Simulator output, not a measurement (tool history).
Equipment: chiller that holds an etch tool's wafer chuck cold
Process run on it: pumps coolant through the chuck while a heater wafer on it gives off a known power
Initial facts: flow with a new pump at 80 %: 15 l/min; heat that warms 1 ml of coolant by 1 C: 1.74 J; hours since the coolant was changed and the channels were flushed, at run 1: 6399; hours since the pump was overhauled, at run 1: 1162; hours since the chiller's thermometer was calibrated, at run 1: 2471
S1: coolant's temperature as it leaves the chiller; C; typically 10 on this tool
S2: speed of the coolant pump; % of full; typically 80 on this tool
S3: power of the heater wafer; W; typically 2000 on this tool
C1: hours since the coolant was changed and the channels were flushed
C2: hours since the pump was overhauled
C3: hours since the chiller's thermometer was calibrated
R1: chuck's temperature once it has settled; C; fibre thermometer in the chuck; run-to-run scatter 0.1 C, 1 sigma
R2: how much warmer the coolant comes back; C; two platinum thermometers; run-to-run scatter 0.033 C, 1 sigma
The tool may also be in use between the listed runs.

run 1 hour=0.0 | S1=10 S2=80 S3=2000 | C1=6399 C2=1162 C3=2471 | R1=27.2 R2=4.60
run 2 hour=15.8 | S1=10 S2=80 S3=2000 | C1=6415 C2=1178 C3=2487 | R1=27.1 R2=4.64
run 3 hour=36.1 | S1=10 S2=80 S3=2000 | C1=6435 C2=1198 C3=2507 | R1=27.2 R2=4.59
run 4 hour=53.0 | S1=10 S2=80 S3=1536 | C1=6452 C2=1215 C3=2524 | R1=23.3 R2=3.54
run 5 hour=80.1 | S1=10 S2=80 S3=2053 | C1=6479 C2=1242 C3=2551 | R1=27.6 R2=4.72
run 6 hour=111.6 | S1=10 S2=80 S3=2053 | C1=6510 C2=1274 C3=2582 | R1=27.7 R2=4.71
run 7 hour=125.0 | S1=10 S2=94 S3=2000 | C1=6524 C2=1287 C3=2596 | R1=25.0 R2=3.80
run 8 hour=148.5 | S1=10 S2=62 S3=2000 | C1=6547 C2=1310 C3=2619 | R1=31.5 R2=6.09
run 9 hour=171.0 | S1=10 S2=77 S3=2000 | C1=6570 C2=1333 C3=2642 | R1=27.8 R2=4.88
run 10 hour=199.7 | S1=10 S2=77 S3=2000 | C1=6598 C2=1362 C3=2670 | R1=27.9 R2=4.85
run 11 hour=231.0 | S1=19 S2=77 S3=2000 | C1=6630 C2=1393 C3=2702 | R1=36.9 R2=4.83
run 12 hour=252.7 | S1=10 S2=82 S3=2000 | C1=6651 C2=1415 C3=2723 | R1=26.8 R2=4.51
run 13 hour=276.9 | S1=10 S2=85 S3=2000 | C1=6676 C2=1439 C3=2748 | R1=26.5 R2=4.31
run 14 hour=298.8 | S1=10 S2=85 S3=2000 | C1=6698 C2=1461 C3=2770 | R1=26.5 R2=4.29
run 15 hour=312.6 | S1=11 S2=85 S3=2000 | C1=6711 C2=1475 C3=2783 | R1=27.6 R2=4.37
run 16 hour=331.1 | S1=11 S2=85 S3=2000 | C1=6730 C2=1493 C3=2802 | R1=27.3 R2=4.30
run 17 hour=359.7 | S1=11 S2=85 S3=2000 | C1=6758 C2=1522 C3=2830 | R1=27.4 R2=4.29
run 18 hour=388.7 | S1=1 S2=85 S3=2000 | C1=6787 C2=1551 C3=2859 | R1=17.5 R2=4.30
run 19 hour=418.5 | S1=10 S2=89 S3=2000 | C1=6817 C2=1581 C3=2889 | R1=25.8 R2=4.18
run 20 hour=432.5 | S1=6 S2=62 S3=2831 | C1=6831 C2=1595 C3=2903 | R1=36.4 R2=8.71
run 21 hour=464.4 | S1=6 S2=62 S3=2831 | C1=6863 C2=1626 C3=2935 | R1=36.5 R2=8.79
run 22 hour=488.3 | S1=6 S2=62 S3=2831 | C1=6887 C2=1650 C3=2959 | R1=36.5 R2=8.76
run 23 hour=515.1 | S1=18 S2=94 S3=2831 | C1=6914 C2=1677 C3=2986 | R1=39.5 R2=5.49
run 24 hour=538.0 | S1=18 S2=94 S3=2831 | C1=6937 C2=1700 C3=3009 | R1=39.5 R2=5.42
run 25 hour=552.5 | S1=16 S2=62 S3=1076 | C1=6951 C2=1715 C3=3023 | R1=27.8 R2=3.32
run 26 hour=566.0 | S1=16 S2=62 S3=1076 | C1=6965 C2=1728 C3=3037 | R1=27.7 R2=3.35
run 27 hour=595.7 | S1=16 S2=63 S3=1488 | C1=6994 C2=1758 C3=3066 | R1=32.1 R2=4.50
run 28 hour=627.2 | S1=16 S2=63 S3=1488 | C1=7026 C2=1789 C3=3098 | R1=32.0 R2=4.53
run 29 hour=646.5 | S1=16 S2=63 S3=1488 | C1=7045 C2=1809 C3=3117 | R1=31.8 R2=4.58
run 30 hour=677.2 | S1=16 S2=63 S3=1488 | C1=7076 C2=1839 C3=3148 | R1=32.2 R2=4.49

What does the tool deliver on the next run?
run 31 hour=697.5 | S1=15 S2=64 S3=2000 | C1=7096 C2=1860 C3=3168 | R1=? R2=?

Run 31 yielded R1 36.1 C, R2 5.96 C.
Were there no unlogged condition in the tool, this run, its random variation unchanged, would have produced R1 32.3 C, R2 5.91 C.
